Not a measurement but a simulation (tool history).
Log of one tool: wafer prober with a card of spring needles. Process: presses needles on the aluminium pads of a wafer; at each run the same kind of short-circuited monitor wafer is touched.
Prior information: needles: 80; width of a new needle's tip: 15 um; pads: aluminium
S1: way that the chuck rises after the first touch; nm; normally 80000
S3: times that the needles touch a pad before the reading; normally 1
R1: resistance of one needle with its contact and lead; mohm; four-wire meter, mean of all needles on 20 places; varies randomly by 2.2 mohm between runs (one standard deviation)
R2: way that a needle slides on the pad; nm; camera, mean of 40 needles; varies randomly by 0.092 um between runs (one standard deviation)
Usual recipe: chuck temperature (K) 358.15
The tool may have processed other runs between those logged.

run 1 day=0 | S1=80000 chuck_temperature_(K)=358.15 S3=1 | R1=262 R2=17730
-- day=0.388 tips cleaned on abrasive film
run 2 day=0.712 | S1=80000 chuck_temperature_(K)=358.15 S3=1 | R1=276 R2=17660
-- day=0.929 tips cleaned on abrasive film
run 3 day=1.333 | S1=84000 chuck_temperature_(K)=358.15 S3=1 | R1=278 R2=18500
-- day=1.475 tips cleaned on abrasive film
-- day=2.008 tips cleaned on abrasive film
run 4 day=2.054 | S1=80000 chuck_temperature_(K)=366.15 S3=1 | R1=252 R2=17690
run 5 day=2.396 | S1=80000 chuck_temperature_(K)=366.15 S3=1 | R1=288 R2=17590
-- day=2.575 tips cleaned on abrasive film
run 6 day=2.908 | S1=80000 chuck_temperature_(K)=366.15 S3=1 | R1=280 R2=17580
-- day=3.142 tips cleaned on abrasive film
run 7 day=3.425 | S1=80000 chuck_temperature_(K)=298.15 S3=1 | R1=259 R2=17710
-- day=3.717 tips cleaned on abrasive film
run 8 day=3.829 | S1=80000 chuck_temperature_(K)=298.15 S3=1 | R1=248 R2=17540
-- day=4.254 tips cleaned on abrasive film
run 9 day=4.404 | S1=80000 chuck_temperature_(K)=301.15 S3=1 | R1=252 R2=17400

Predict the results of run 10:
-- day=4.475 height of the first contact set anew
-- day=4.829 tips cleaned on abrasive film
run 10 day=4.912 | S1=80000 chuck_temperature_(K)=301.15 S3=1 | R1=? R2=?

R1: 240 mohm
R2: 17210 nm
Were there no unlogged condition in the tool, this run, its random variation unchanged, would have produced R1 223 mohm, R2 18530 nm.
